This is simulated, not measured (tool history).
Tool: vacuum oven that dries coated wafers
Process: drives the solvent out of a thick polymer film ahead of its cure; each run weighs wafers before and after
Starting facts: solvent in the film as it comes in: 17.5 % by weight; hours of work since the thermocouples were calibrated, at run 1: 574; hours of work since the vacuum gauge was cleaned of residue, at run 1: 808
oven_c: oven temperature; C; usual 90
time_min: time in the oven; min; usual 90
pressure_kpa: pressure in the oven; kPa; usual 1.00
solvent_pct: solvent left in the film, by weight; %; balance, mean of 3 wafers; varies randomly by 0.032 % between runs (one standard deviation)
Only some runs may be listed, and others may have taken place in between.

run	hour	oven_c	time_min	pressure_kpa	hours of work since the thermocouples were calibrated	hours of work since the vacuum gauge was cleaned of residue	solvent_pct
1	0.0	90	90	1.00	574	808	4.52
2	28.6	90	90	1.00	595	830	4.43
3	77.4	90	90	1.00	632	867	4.42
4	131.9	90	90	1.00	674	909	4.44
5	172.4	90	90	1.00	705	939	4.48
6	214.6	90	90	1.00	737	971	4.45
7	266.0	92	90	1.00	776	1011	3.70
# hour 295.8: oven's thermocouples calibrated
8	302.8	92	90	1.00	5	1037	3.74
9	342.4	92	90	1.00	35	1067	3.73
10	397.6	90	100	1.00	77	1109	3.94
11	446.9	90	90	1.00	115	1147	4.45
12	480.7	80	83	1.38	141	1172	9.08
13	507.4	80	83	1.51	161	1193	9.21
14	553.3	97	90	0.88	196	1228	2.12
15	577.7	97	90	0.88	214	1246	2.08
16	606.3	90	91	1.40	236	1268	4.67
17	643.0	100	156	1.00	264	1296	0.77
18	665.5	100	156	1.00	281	1313	0.74
19	712.7	100	156	1.00	317	1349	0.74
20	754.2	100	156	1.00	349	1380	0.74
21	806.2	90	138	1.00	388	1420	2.67

Consider 4 possible next runs. They are alternatives, not a sequence: every one starts from the tool as it was left by run 21. What does each give?
A	854.7	79	90	2.32	425	1457	?
B	854.7	96	138	1.00	425	1457	?
C	854.7	82	152	1.00	425	1457	?
D	854.7	93	138	1.00	425	1457	?

run	solvent_pct
A	9.79
B	1.29
C	5.18
D	1.87
The same runs, with their run-to-run variation unchanged, on a tool lacking any hidden condition would have given:
run	solvent_pct
A	9.79
B	1.28
C	5.17
D	1.86
